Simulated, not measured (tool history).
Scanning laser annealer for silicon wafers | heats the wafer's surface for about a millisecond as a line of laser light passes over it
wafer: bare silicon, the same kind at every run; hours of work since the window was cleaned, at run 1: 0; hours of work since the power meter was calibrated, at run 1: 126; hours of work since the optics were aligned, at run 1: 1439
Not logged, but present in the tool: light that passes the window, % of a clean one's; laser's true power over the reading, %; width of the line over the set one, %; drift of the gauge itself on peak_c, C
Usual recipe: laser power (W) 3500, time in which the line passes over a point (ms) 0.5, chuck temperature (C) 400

run   hour  laser power (W)  time in which the line passes over a point (ms)  chuck temperature (C)  hours of work since the window was cleaned  hours of work since the power meter was calibrated  hours of work since the optics were aligned  highest temperature of the surface (C)
  1      0             3500                                              0.5                    400                                           0                                                 126                                         1439                                    1182
  2   74.7             3294                                              0.5                    400                                          42                                                 168                                         1480                                    1120
  3  144.9             3500                                            0.406                    400                                          81                                                 207                                         1520                                    1083
  4  204.9             3500                                            0.406                    400                                         115                                                 241                                         1553                                    1081
     221.9  -- optics aligned, line set to its width
  5  251.2             3500                                            0.406                    400                                         138                                                 264                                           16                                    1079
  6  318.1             3500                                            0.406                    393                                         175                                                 302                                           54                                    1067
  7  375.8             3111                                            0.418                    427                                         207                                                 334                                           86                                    1011
     391.3  -- optics aligned, line set to its width, once more
  8  455.1             3136                                            0.553                    386                                         249                                                 375                                           36                                    1088
  9  495.7             3136                                            0.553                    386                                         272                                                 398                                           58                                    1083
 10  531.8             3136                                            0.553                    386                                         292                                                 418                                           79                                    1078
 11  563.8             3554                                            0.454                    364                                         310                                                 436                                           96                                    1094
 12  622.4             3554                                            0.495                    364                                         343                                                 469                                          129                                    1127

Forecast each of these 3 alternatives for the next run:
       662  -- window over the wafer cleaned
  A  673.7             3266                                            0.562                    366                                           7                                                 497                                          157                                       ?
       662  -- window over the wafer cleaned
  B  673.7             3369                                            0.616                    400                                           7                                                 497                                          157                                       ?
       662  -- window over the wafer cleaned
  C  673.7             3823                                            0.542                    364                                           7                                                 497                                          157                                       ?

run  highest temperature of the surface (C)
  A                                    1132
  B                                    1241
  C                                    1289
With no hidden state in the tool, these same runs would have given:
run  highest temperature of the surface (C)
  A                                    1140
  B                                    1250
  C                                    1298
